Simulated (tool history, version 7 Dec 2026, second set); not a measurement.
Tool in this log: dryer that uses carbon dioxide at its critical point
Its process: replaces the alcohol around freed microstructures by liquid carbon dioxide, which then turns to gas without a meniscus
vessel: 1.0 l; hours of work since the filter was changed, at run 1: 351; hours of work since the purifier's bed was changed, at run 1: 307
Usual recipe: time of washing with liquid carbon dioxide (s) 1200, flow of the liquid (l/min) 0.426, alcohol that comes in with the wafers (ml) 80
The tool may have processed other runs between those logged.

run,hour,time of washing with liquid carbon dioxide (s),flow of the liquid (l/min),alcohol that comes in with the wafers (ml),hours of work since the filter was changed,hours of work since the purifier's bed was changed,alcohol left in the vessel before it's heated (ppm by volume)
1,0.0,1200,0.426,80,351,307,119
2,10.9,1200,0.426,80,358,314,117
3,22.0,1200,0.426,80,365,321,122
4,38.7,1140,0.426,80,375,331,144
5,54.1,1140,0.426,80,385,341,144
6,71.6,1140,0.426,80,396,352,150
7,86.2,1200,0.426,80,405,361,141
8,97.2,1200,0.426,80,412,368,138
9,105.4,1200,0.426,80,417,373,134
10,124.5,1200,0.588,80,429,384,96
11,133.2,1200,0.588,80,434,390,100
12,144.1,1200,0.588,80,441,397,93
13,162.7,1200,0.382,80,453,408,195
14,179.9,1200,0.382,80,463,419,199
15,196.4,1200,0.382,80,474,429,204
16,208.4,1200,0.382,80,481,437,209
17,219.4,1200,0.426,80,488,444,156
18,227.6,1200,0.426,80,493,449,167
19,245.7,1200,0.426,80,504,460,162
20,261.3,1200,0.426,80,514,470,162
21,280.9,1200,0.426,80,526,482,161
22,294.4,1200,0.426,80,535,490,162
23,311.3,1020,0.550,96,545,501,160
24,327.6,1200,0.426,76,555,511,178
25,341.2,840,0.365,23,564,519,401
26,353.5,1320,0.454,36,571,527,145
# hour 362.8: inlet filter changed
27,365.5,1200,0.426,37,2,534,141
28,380.1,1560,0.659,77,11,543,141
29,393.4,780,0.274,120,19,551,4485
30,411.7,1140,0.591,83,30,563,128
31,426.0,1200,0.426,60,39,572,150
32,438.2,780,0.262,25,47,579,1244
33,456.6,1200,0.441,60,58,591,157
34,471.8,1200,0.441,60,68,600,155
35,481.7,1200,0.441,60,74,606,172
36,496.5,1200,0.441,60,83,616,165
# hour 503.9: purifier's bed changed
37,508.8,1260,0.390,80,89,3,43
38,526.6,1500,0.545,44,100,14,15
39,537.8,1500,0.545,44,107,21,12
40,554.8,1500,0.545,44,118,32,4
41,573.1,1500,0.545,44,129,43,16

Describe how what the log doesn't record of the tool's condition differs between the last listed run preceding each entry between runs and the first listed run following it.
After run 26, before run 27: inlet filter changed (hour 362.8)
  flow that reaches the vessel past the clogged filter, %: 90.4 -> 99.6; alcohol in the recycled carbon dioxide, ppm: 131.1 -> 132.9
  the result without the hidden state subtracted from the measured one, alcohol left in the vessel before it's heated (ppm by volume): +132 -> +125
After run 36, before run 37: purifier's bed changed (hour 503.9)
  flow that reaches the vessel past the clogged filter, %: 98.3 -> 98.2; alcohol in the recycled carbon dioxide, ppm: 152.4 -> 6.2
  the result without the hidden state subtracted from the measured one, alcohol left in the vessel before it's heated (ppm by volume): +150 -> +6
